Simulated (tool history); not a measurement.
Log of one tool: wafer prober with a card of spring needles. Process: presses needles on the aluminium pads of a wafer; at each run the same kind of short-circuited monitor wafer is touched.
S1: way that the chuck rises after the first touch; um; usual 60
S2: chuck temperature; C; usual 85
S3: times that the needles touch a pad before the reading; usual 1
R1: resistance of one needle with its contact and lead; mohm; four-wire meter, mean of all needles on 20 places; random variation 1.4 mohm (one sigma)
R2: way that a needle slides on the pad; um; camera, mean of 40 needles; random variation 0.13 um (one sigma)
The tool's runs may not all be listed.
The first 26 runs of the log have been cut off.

Run 27, hour 177.5: usual settings but S1 68 um, S2 90 C. Result: R1 120 mohm, R2 12.05 um.
At hour 182.2: tips cleaned on abrasive film.
Run 28, hour 182.2: usual settings but S1 71 um, S2 74 C. Result: R1 115 mohm, R2 12.81 um.
Run 29, hour 186.6: usual settings but S1 53 um, S2 74 C, S3 3. Result: R1 120 mohm, R2 9.6 um.
Run 30, hour 192.2: usual settings but S1 53 um, S2 83 C, S3 2. Result: R1 124 mohm, R2 9.57 um.
At hour 194.3: tips cleaned on abrasive film.
Run 31, hour 197.9: usual settings but S1 53 um, S2 83 C, S3 2. Result: R1 122 mohm, R2 9.54 um.
Run 32, hour 203: usual settings but S1 53 um, S2 83 C, S3 2. Result: R1 123 mohm, R2 9.44 um.
At hour 207.1: tips cleaned on abrasive film.
Run 33, hour 210.1: usual settings but S1 67 um. Result: R1 120 mohm, R2 12.08 um.
Run 34, hour 216.8: usual settings but S1 75 um, S2 55 C. Result: R1 110 mohm, R2 13.29 um.

Alternative continuations, all from the tool just after run 34; predict every row:
At hour 219.4: tips cleaned on abrasive film.
Run A, hour 223.1: usual settings but S1 57 um, S2 29 C. Result: R1 ?, R2 ?.
At hour 219.4: tips cleaned on abrasive film.
Run B, hour 223.1: usual settings but S1 79 um. Result: R1 ?, R2 ?.
At hour 219.4: tips cleaned on abrasive film.
Run C, hour 223.1: usual settings but S1 58 um, S2 63 C. Result: R1 ?, R2 ?.

run   R1     R2
  A  111  10.14
  B  117  14.24
  C  117  10.52
Without the tool's hidden state the same runs would have given:
run   R1     R2
  A  111  10.14
  B  117  14.24
  C  117  10.52
